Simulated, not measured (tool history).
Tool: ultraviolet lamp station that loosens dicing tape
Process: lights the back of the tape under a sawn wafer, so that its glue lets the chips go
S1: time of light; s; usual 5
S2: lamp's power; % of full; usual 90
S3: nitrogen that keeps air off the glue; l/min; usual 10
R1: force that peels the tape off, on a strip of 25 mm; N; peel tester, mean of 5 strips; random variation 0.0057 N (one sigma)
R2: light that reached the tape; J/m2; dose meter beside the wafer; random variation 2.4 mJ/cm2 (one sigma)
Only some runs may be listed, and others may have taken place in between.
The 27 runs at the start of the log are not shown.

Run 28, hour 636.3: usual settings but S1 8 s, S2 66 % of full, S3 3 l/min. Result: R1 0.635 N, R2 2600 J/m2.
Run 29, hour 658.6: usual settings but S1 7 s, S2 74 % of full, S3 8 l/min. Result: R1 0.239 N, R2 2480 J/m2.
Run 30, hour 683.5: usual settings but S1 3 s, S2 60 % of full, S3 8 l/min. Result: R1 2.385 N, R2 870 J/m2.
Run 31, hour 708.0: usual settings but S1 3 s, S2 60 % of full, S3 8 l/min. Result: R1 2.365 N, R2 880 J/m2.
Run 32, hour 726.0: usual settings but S1 3 s, S2 69 % of full, S3 6 l/min. Result: R1 2.305 N, R2 990 J/m2.
Run 33, hour 756.4: usual settings but S2 60 % of full, S3 6 l/min. Result: R1 1.266 N, R2 1430 J/m2.
Run 34, hour 776.8: usual settings but S1 3 s, S2 71 % of full, S3 7 l/min. Result: R1 2.131 N, R2 1000 J/m2.
Run 35, hour 804.0: usual settings but S2 93 % of full. Result: R1 0.280 N, R2 2160 J/m2.
Run 36, hour 820.0: usual settings but S1 7 s, S2 94 % of full, S3 5 l/min. Result: R1 0.219 N, R2 3070 J/m2.
Run 37, hour 847.8: usual settings but S1 7 s, S2 94 % of full, S3 5 l/min. Result: R1 0.235 N, R2 3040 J/m2.
Run 38, hour 870.7: usual settings but S1 2 s, S2 81 % of full, S3 5 l/min. Result: R1 3.411 N, R2 720 J/m2.
Run 39, hour 904.3: usual settings but S1 2 s, S2 81 % of full, S3 5 l/min. Result: R1 3.569 N, R2 740 J/m2.
Run 40, hour 937.5: usual settings but S1 2 s, S2 81 % of full, S3 5 l/min. Result: R1 3.554 N, R2 710 J/m2.
Run 41, hour 958.8: usual settings but S1 2 s. Result: R1 2.268 N, R2 780 J/m2.
Run 42, hour 990.0: usual settings but S1 6 s. Result: R1 0.216 N, R2 2360 J/m2.
Run 43, hour 1010.6: usual settings but S1 6 s, S2 89 % of full, S3 17 l/min. Result: R1 0.133 N, R2 2350 J/m2.
Run 44, hour 1034.8: usual settings but S1 6 s, S2 89 % of full, S3 17 l/min. Result: R1 0.144 N, R2 2310 J/m2.

Consider 3 possible next runs. They are alternatives, not a sequence: every one starts from the tool as it was left by run 44. What does each give?
Run A, hour 1067.6: usual settings but S1 6 s, S2 92 % of full, S3 4 l/min. Result: R1 ?, R2 ?.
Run B, hour 1067.6: usual settings but S1 6 s, S2 77 % of full, S3 12 l/min. Result: R1 ?, R2 ?.
Run C, hour 1067.6: usual settings but S1 4 s, S2 86 % of full. Result: R1 ?, R2 ?.

run     R1    R2
  A  0.596  2390
  B  0.300  2020
  C  0.784  1490
The same runs, with their run-to-run variation unchanged, on a tool lacking any hidden condition would have given:
run     R1    R2
  A  0.217  3410
  B  0.108  2870
  C  0.307  2130
